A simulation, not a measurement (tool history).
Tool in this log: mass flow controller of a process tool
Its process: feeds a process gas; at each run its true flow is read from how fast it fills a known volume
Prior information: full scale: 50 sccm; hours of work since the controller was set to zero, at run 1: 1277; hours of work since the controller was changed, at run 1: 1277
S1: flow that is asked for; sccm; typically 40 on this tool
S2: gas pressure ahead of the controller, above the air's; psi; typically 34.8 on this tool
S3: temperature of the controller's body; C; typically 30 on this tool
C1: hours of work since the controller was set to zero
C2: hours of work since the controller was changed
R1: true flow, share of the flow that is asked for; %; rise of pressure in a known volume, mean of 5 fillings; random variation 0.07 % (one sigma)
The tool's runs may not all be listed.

run 1 hour=0.0 | S1=40 S2=34.8 S3=30 | C1=1277 C2=1277 | R1=98.60
run 2 hour=68.4 | S1=40 S2=34.8 S3=30 | C1=1312 C2=1312 | R1=98.58
run 3 hour=145.2 | S1=40 S2=34.8 S3=30 | C1=1351 C2=1351 | R1=98.59
run 4 hour=233.3 | S1=40 S2=34.8 S3=30 | C1=1395 C2=1395 | R1=98.54
run 5 hour=324.9 | S1=40 S2=34.8 S3=30 | C1=1442 C2=1442 | R1=98.59
run 6 hour=405.2 | S1=40 S2=34.8 S3=30 | C1=1482 C2=1482 | R1=98.54
run 7 hour=489.3 | S1=10 S2=34.8 S3=30 | C1=1525 C2=1525 | R1=94.45
run 8 hour=562.1 | S1=10 S2=34.8 S3=30 | C1=1561 C2=1561 | R1=94.33
run 9 hour=628.4 | S1=10 S2=34.8 S3=30 | C1=1595 C2=1595 | R1=94.34
run 10 hour=703.0 | S1=40 S2=34.8 S3=25 | C1=1633 C2=1633 | R1=98.91
run 11 hour=811.9 | S1=40 S2=34.8 S3=25 | C1=1688 C2=1688 | R1=98.79
run 12 hour=905.5 | S1=40 S2=34.8 S3=25 | C1=1735 C2=1735 | R1=98.89
run 13 hour=1012.8 | S1=40 S2=23.9 S3=30 | C1=1789 C2=1789 | R1=98.67
run 14 hour=1062.9 | S1=40 S2=23.9 S3=35 | C1=1815 C2=1815 | R1=98.47
run 15 hour=1115.1 | S1=40 S2=23.9 S3=35 | C1=1841 C2=1841 | R1=98.34
run 16 hour=1200.5 | S1=40 S2=23.9 S3=35 | C1=1884 C2=1884 | R1=98.29
run 17 hour=1288.9 | S1=40 S2=23.9 S3=35 | C1=1929 C2=1929 | R1=98.34
run 18 hour=1375.9 | S1=40 S2=23.9 S3=35 | C1=1973 C2=1973 | R1=98.27
run 19 hour=1439.7 | S1=40 S2=23.9 S3=27 | C1=2005 C2=2005 | R1=98.99
run 20 hour=1510.1 | S1=40 S2=23.9 S3=27 | C1=2041 C2=2041 | R1=98.96
run 21 hour=1594.7 | S1=40 S2=23.9 S3=27 | C1=2084 C2=2084 | R1=98.88
run 22 hour=1683.4 | S1=9 S2=23.9 S3=27 | C1=2128 C2=2128 | R1=93.51
run 23 hour=1769.0 | S1=40 S2=34.8 S3=34 | C1=2172 C2=2172 | R1=98.34
run 24 hour=1821.3 | S1=40 S2=34.8 S3=30 | C1=2198 C2=2198 | R1=98.54
run 25 hour=1926.4 | S1=9 S2=34.8 S3=30 | C1=2251 C2=2251 | R1=93.01
run 26 hour=1978.4 | S1=9 S2=34.8 S3=30 | C1=2278 C2=2278 | R1=93.01
run 27 hour=2058.0 | S1=9 S2=34.8 S3=27 | C1=2318 C2=2318 | R1=93.10
run 28 hour=2119.0 | S1=14 S2=35.5 S3=26 | C1=2349 C2=2349 | R1=95.11
run 29 hour=2226.8 | S1=14 S2=35.5 S3=26 | C1=2403 C2=2403 | R1=95.11
run 30 hour=2274.2 | S1=7 S2=30.0 S3=30 | C1=2427 C2=2427 | R1=91.48
run 31 hour=2353.3 | S1=7 S2=30.0 S3=30 | C1=2467 C2=2467 | R1=91.28
run 32 hour=2399.7 | S1=40 S2=29.7 S3=26 | C1=2491 C2=2491 | R1=98.88
run 33 hour=2487.5 | S1=23 S2=28.1 S3=24 | C1=2535 C2=2535 | R1=97.03
run 34 hour=2558.9 | S1=7 S2=34.8 S3=30 | C1=2571 C2=2571 | R1=91.15
run 35 hour=2655.8 | S1=40 S2=30.6 S3=30 | C1=2620 C2=2620 | R1=98.56
-- hour=2665.6 controller's zero set anew
run 36 hour=2739.0 | S1=9 S2=24.5 S3=21 | C1=37 C2=2662 | R1=91.28
run 37 hour=2809.1 | S1=40 S2=23.2 S3=31 | C1=73 C2=2697 | R1=98.13

Forecast run 38:
run 38 hour=2916.8 | S1=35 S2=36.3 S3=35 | C1=127 C2=2752 | R1=?

R1: 97.05 %
Minus the tool's unlogged condition, the same run would have read R1 98.11 %.

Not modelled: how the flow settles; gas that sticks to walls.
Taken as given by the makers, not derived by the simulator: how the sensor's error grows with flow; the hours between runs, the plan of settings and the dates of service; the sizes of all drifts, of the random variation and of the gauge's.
